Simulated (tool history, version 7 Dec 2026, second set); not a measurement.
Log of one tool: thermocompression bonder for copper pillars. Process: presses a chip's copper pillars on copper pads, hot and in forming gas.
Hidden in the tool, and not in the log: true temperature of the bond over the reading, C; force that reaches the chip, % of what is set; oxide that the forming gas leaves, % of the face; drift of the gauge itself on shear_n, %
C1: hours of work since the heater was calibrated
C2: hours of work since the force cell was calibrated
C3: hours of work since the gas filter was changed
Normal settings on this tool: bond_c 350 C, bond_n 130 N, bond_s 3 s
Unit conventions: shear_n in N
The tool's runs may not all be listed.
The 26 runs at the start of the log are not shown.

run 27 hour=191.8 | bond_c=344 bond_n=92 bond_s=2 | C1=232 C2=595 C3=147 | shear_n=76.6
run 28 hour=198.4 | bond_c=362 bond_n=108 bond_s=2 | C1=236 C2=599 C3=151 | shear_n=91.3
run 29 hour=207.5 | bond_c=362 bond_n=78 bond_s=4 | C1=242 C2=604 C3=157 | shear_n=99
run 30 hour=216.8 | bond_c=362 bond_n=78 bond_s=4 | C1=247 C2=610 C3=163 | shear_n=97.8
run 31 hour=227 | bond_c=355 bond_n=78 bond_s=3 | C1=254 C2=617 C3=169 | shear_n=86.8
run 32 hour=236.9 | bond_c=350 bond_n=130 bond_s=4 | C1=260 C2=623 C3=175 | shear_n=110.5
run 33 hour=245 | bond_c=350 bond_n=96 bond_s=2 | C1=265 C2=628 C3=181 | shear_n=81.7
run 34 hour=250 | bond_c=360 bond_n=139 bond_s=3 | C1=269 C2=631 C3=184 | shear_n=109.8
run 35 hour=260.7 | bond_c=360 bond_n=139 bond_s=3 | C1=275 C2=638 C3=191 | shear_n=109.8
run 36 hour=271.4 | bond_c=340 bond_n=182 bond_s=3 | C1=282 C2=645 C3=197 | shear_n=107.4
run 37 hour=280.7 | bond_c=373 bond_n=80 bond_s=5 | C1=288 C2=651 C3=203 | shear_n=108.6
run 38 hour=286.5 | bond_c=334 bond_n=150 bond_s=4 | C1=292 C2=655 C3=207 | shear_n=105.2
run 39 hour=294.4 | bond_c=343 bond_n=79 bond_s=3 | C1=297 C2=660 C3=212 | shear_n=80.2

Forecast each of these 5 alternatives for the next run:
run A hour=303.6 | bond_c=353 bond_n=88 bond_s=3 | C1=303 C2=666 C3=218 | shear_n=?
run B hour=303.6 | bond_c=350 bond_n=190 bond_s=3 | C1=303 C2=666 C3=218 | shear_n=?
run C hour=303.6 | bond_c=343 bond_n=79 bond_s=5 | C1=303 C2=666 C3=218 | shear_n=?
run D hour=303.6 | bond_c=370 bond_n=79 bond_s=6 | C1=303 C2=666 C3=218 | shear_n=?
run E hour=303.6 | bond_c=343 bond_n=79 bond_s=4 | C1=303 C2=666 C3=218 | shear_n=?

run=A shear_n=88.7
run=B shear_n=113.9
run=C shear_n=93.7
run=D shear_n=110.6
run=E shear_n=87.2
Take away the tool's hidden state, keep each run's random variation, and the runs would have read:
run=A shear_n=91.1
run=B shear_n=117.6
run=C shear_n=96.3
run=D shear_n=114
run=E shear_n=89.5
